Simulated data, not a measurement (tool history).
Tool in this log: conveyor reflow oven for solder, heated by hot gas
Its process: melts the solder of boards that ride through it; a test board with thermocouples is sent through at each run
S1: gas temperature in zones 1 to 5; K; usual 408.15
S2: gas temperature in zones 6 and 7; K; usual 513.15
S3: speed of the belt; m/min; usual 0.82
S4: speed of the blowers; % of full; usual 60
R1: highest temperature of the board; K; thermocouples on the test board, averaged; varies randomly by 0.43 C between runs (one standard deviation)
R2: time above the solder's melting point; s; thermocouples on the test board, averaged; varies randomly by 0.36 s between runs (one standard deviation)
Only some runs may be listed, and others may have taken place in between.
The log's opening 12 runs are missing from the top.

| run | hour | S1 | S2 | S3 | S4 | R1 | R2 |
|---|---|---|---|---|---|---|---|
| 13 | 511.9 | 422.15 | 513.15 | 0.82 | 70 | 490.85 | 46.9 |
| 14 | 544.7 | 413.15 | 513.15 | 0.82 | 60 | 486.25 | 40 |
| 15 | 577.9 | 420.15 | 513.15 | 0.82 | 60 | 488.55 | 43.7 |
| 16 | 629.4 | 408.15 | 522.15 | 0.82 | 60 | 491.15 | 42.3 |
| 17 | 655.9 | 408.15 | 522.15 | 0.82 | 60 | 491.65 | 41.2 |
|  | 677.4 | flux residue cleaned out of gas plates and filters |
| 18 | 705.5 | 410.15 | 513.15 | 0.82 | 60 | 488.45 | 41.7 |
| 19 | 760.3 | 410.15 | 513.15 | 0.82 | 74 | 492.05 | 44.7 |
|  | 797.8 | thermocouples of zones 6 and 7 changed |
| 20 | 802.4 | 410.15 | 513.15 | 0.82 | 51 | 484.05 | 38.3 |
| 21 | 836 | 410.15 | 522.15 | 0.82 | 51 | 490.55 | 43 |
| 22 | 875.5 | 399.15 | 520.15 | 0.936 | 68 | 487.65 | 32.4 |
| 23 | 902.7 | 408.15 | 527.15 | 0.948 | 60 | 490.95 | 36.5 |
| 24 | 951.8 | 408.15 | 527.15 | 0.948 | 60 | 490.25 | 36 |
| 25 | 1005.1 | 422.15 | 520.15 | 0.748 | 64 | 499.75 | 56.8 |
| 26 | 1033.8 | 422.15 | 520.15 | 0.748 | 64 | 500.25 | 57 |
| 27 | 1092.9 | 422.15 | 520.15 | 0.892 | 58 | 489.95 | 42.6 |
| 28 | 1130.6 | 422.15 | 520.15 | 0.892 | 58 | 490.45 | 41.7 |
|  | 1191.9 | belt drive overhauled, speed set with a stopwatch |
| 29 | 1193 | 422.15 | 520.15 | 0.892 | 58 | 489.35 | 40 |
| 30 | 1249 | 422.15 | 511.15 | 0.755 | 58 | 488.35 | 48.8 |

4 options for the next run, each taken on its own from the tool as it stands now. Forecast them:
| A | 1298.5 | 405.15 | 513.15 | 0.673 | 60 | ? | ? |
| B | 1298.5 | 408.15 | 513.15 | 0.944 | 84 | ? | ? |
| C | 1298.5 | 408.15 | 512.15 | 0.82 | 74 | ? | ? |
| D | 1298.5 | 418.15 | 511.15 | 0.682 | 87 | ? | ? |

| run | R1 | R2 |
|---|---|---|
| A | 490.75 | 51.6 |
| B | 484.25 | 33.3 |
| C | 487.35 | 40 |
| D | 496.55 | 60.1 |
Had the tool no hidden state, the same runs would have come out as:
| run | R1 | R2 |
|---|---|---|
| A | 494.55 | 54.7 |
| B | 489.65 | 37.1 |
| C | 491.95 | 43.5 |
| D | 500.05 | 62.2 |
